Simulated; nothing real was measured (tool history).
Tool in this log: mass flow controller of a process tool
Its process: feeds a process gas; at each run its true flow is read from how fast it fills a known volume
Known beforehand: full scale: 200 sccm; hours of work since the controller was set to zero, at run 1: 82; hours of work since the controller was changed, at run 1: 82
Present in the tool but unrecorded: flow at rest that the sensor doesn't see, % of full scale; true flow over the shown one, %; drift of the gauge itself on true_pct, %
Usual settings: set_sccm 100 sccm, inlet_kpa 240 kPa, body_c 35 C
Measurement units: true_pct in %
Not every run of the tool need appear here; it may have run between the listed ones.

run,hour,set_sccm,inlet_kpa,body_c,hours of work since the controller was set to zero,hours of work since the controller was changed,true_pct
1,0,100,240,35,82,82,97.86
2,66.4,100,240,35,125,125,98
3,108.9,100,240,35,152,152,97.93
4,170.8,100,240,35,192,192,97.95
5,227.7,100,240,35,229,229,98
6,264.1,52,240,35,252,252,97.14
7,308.5,52,240,35,281,281,97.36
8,353.6,37,240,35,310,310,97.22
9,401.2,37,240,26,341,341,98.26
10,456.9,71,240,35,377,377,97.65
11,499.9,46,240,35,404,404,97.36
12,533.6,30,143,38,426,426,96.35
13,571.3,31,192,38,450,450,96.68
14,637,61,279,30,493,493,98.23
15,700.6,168,187,24,534,534,99.52
16,773.8,23,166,24,581,581,97.86
17,837.3,43,193,37,622,622,96.95
18,871.8,119,240,35,644,644,98.28
19,913.1,26,258,29,671,671,97.75
20,976.3,26,258,29,712,712,97.83

Alternative continuations, all from the tool just after run 20; predict every row:
A,1041.8,52,277,28,754,754,?
B,1041.8,103,174,30,754,754,?
C,1041.8,50,203,27,754,754,?
D,1041.8,155,240,23,754,754,?
E,1041.8,36,240,22,754,754,?

run,true_pct
A,98.23
B,98.26
C,97.87
D,99.79
E,98.43
Had the tool no hidden state, the same runs would have come out as:
run,true_pct
A,98.23
B,98.25
C,97.86
D,99.79
E,98.43
